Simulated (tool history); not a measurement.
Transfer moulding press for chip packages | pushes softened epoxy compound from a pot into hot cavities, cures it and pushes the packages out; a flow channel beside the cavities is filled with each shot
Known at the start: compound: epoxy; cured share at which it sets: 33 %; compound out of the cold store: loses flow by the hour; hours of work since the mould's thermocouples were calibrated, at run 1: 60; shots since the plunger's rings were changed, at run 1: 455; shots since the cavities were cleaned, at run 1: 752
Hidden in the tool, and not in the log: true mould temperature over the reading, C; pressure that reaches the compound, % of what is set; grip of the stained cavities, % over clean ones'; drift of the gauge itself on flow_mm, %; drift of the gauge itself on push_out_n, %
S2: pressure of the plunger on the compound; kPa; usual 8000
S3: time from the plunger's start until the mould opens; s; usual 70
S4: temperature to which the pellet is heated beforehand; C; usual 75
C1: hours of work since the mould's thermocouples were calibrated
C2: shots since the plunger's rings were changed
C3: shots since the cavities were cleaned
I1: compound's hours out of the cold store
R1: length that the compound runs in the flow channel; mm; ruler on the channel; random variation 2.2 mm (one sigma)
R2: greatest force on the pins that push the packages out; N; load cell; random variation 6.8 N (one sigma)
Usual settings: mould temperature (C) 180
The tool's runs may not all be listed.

run 1 day=0 | mould_temperature_(C)=180 S2=8000 S3=70 S4=75 | C1=60 C2=455 C3=752 | I1=16.8 | R1=779 R2=426
-- day=1.121 cavities cleaned with cleaning compound and waxed
run 2 day=1.121 | mould_temperature_(C)=180 S2=8000 S3=70 S4=75 | C1=80 C2=906 C3=0 | I1=21.2 | R1=762 R2=487
run 3 day=2.333 | mould_temperature_(C)=180 S2=8000 S3=70 S4=75 | C1=103 C2=1422 C3=516 | I1=34.2 | R1=714 R2=467
run 4 day=3.567 | mould_temperature_(C)=180 S2=8000 S3=70 S4=75 | C1=127 C2=1946 C3=1040 | I1=46.9 | R1=677 R2=453
-- day=4.012 cavities cleaned with cleaning compound and waxed
run 5 day=4.471 | mould_temperature_(C)=180 S2=8000 S3=70 S4=75 | C1=143 C2=2304 C3=195 | I1=18 | R1=765 R2=348
run 6 day=5.879 | mould_temperature_(C)=180 S2=8000 S3=70 S4=75 | C1=169 C2=2904 C3=795 | I1=39.1 | R1=697 R2=390
-- day=6.904 cavities cleaned with cleaning compound and waxed
run 7 day=7.538 | mould_temperature_(C)=180 S2=8000 S3=70 S4=75 | C1=200 C2=3583 C3=268 | I1=43.7 | R1=680 R2=327
run 8 day=8.375 | mould_temperature_(C)=179 S2=8000 S3=70 S4=75 | C1=216 C2=3940 C3=625 | I1=28.8 | R1=725 R2=424
-- day=8.962 cavities cleaned with cleaning compound and waxed, once more
run 9 day=9.833 | mould_temperature_(C)=180 S2=8000 S3=70 S4=75 | C1=242 C2=4534 C3=370 | I1=10.4 | R1=780 R2=379
run 10 day=10.621 | mould_temperature_(C)=180 S2=8000 S3=70 S4=75 | C1=257 C2=4870 C3=706 | I1=28.3 | R1=716 R2=417
-- day=11.825 cavities cleaned with cleaning compound and waxed
run 11 day=12.138 | mould_temperature_(C)=180 S2=6210 S3=70 S4=75 | C1=285 C2=5488 C3=133 | I1=46.3 | R1=584 R2=300
-- day=13.017 plunger's sealing rings changed
run 12 day=13.071 | mould_temperature_(C)=172 S2=6120 S3=70 S4=75 | C1=300 C2=22 C3=485 | I1=35.9 | R1=646 R2=653
-- day=14.029 mould's thermocouples calibrated
run 13 day=14.408 | mould_temperature_(C)=172 S2=6120 S3=70 S4=75 | C1=7 C2=557 C3=1020 | I1=29.2 | R1=663 R2=782
-- day=14.883 cavities cleaned with cleaning compound and waxed
run 14 day=15.171 | mould_temperature_(C)=180 S2=7290 S3=82 S4=83 | C1=20 C2=855 C3=123 | I1=26.7 | R1=710 R2=199
run 15 day=16.742 | mould_temperature_(C)=180 S2=8000 S3=60 S4=74 | C1=50 C2=1523 C3=791 | I1=18.5 | R1=773 R2=677
-- day=17.867 cavities cleaned with cleaning compound and waxed
run 16 day=17.908 | mould_temperature_(C)=180 S2=6660 S3=70 S4=77 | C1=71 C2=1993 C3=17 | I1=33.3 | R1=656 R2=266
run 17 day=19.367 | mould_temperature_(C)=180 S2=8530 S3=70 S4=81 | C1=99 C2=2613 C3=637 | I1=25.7 | R1=766 R2=402
run 18 day=20.158 | mould_temperature_(C)=176 S2=8530 S3=70 S4=83 | C1=114 C2=2950 C3=974 | I1=21.2 | R1=787 R2=549
-- day=20.842 cavities cleaned with cleaning compound and waxed
run 19 day=21.629 | mould_temperature_(C)=185 S2=6920 S3=70 S4=75 | C1=141 C2=3549 C3=334 | I1=39.1 | R1=636 R2=266
run 20 day=23.25 | mould_temperature_(C)=185 S2=6920 S3=70 S4=75 | C1=171 C2=4239 C3=1024 | I1=27.5 | R1=665 R2=326

Forecast each of these 3 alternatives for the next run:
-- day=23.817 cavities cleaned with cleaning compound and waxed
run A day=24.346 | mould_temperature_(C)=180 S2=6120 S3=70 S4=78 | C1=191 C2=4680 C3=225 | I1=11.1 | R1=? R2=?
-- day=23.817 cavities cleaned with cleaning compound and waxed
run B day=24.346 | mould_temperature_(C)=184 S2=8000 S3=60 S4=75 | C1=191 C2=4680 C3=225 | I1=26.1 | R1=? R2=?
-- day=23.817 cavities cleaned with cleaning compound and waxed
run C day=24.346 | mould_temperature_(C)=184 S2=7840 S3=110 S4=75 | C1=191 C2=4680 C3=225 | I1=19.6 | R1=? R2=?

run=A R1=678 R2=353
run=B R1=718 R2=402
run=C R1=731 R2=202
Without the tool's hidden state the same runs would have given:
run=A R1=702 R2=281
run=B R1=743 R2=320
run=C R1=757 R2=158

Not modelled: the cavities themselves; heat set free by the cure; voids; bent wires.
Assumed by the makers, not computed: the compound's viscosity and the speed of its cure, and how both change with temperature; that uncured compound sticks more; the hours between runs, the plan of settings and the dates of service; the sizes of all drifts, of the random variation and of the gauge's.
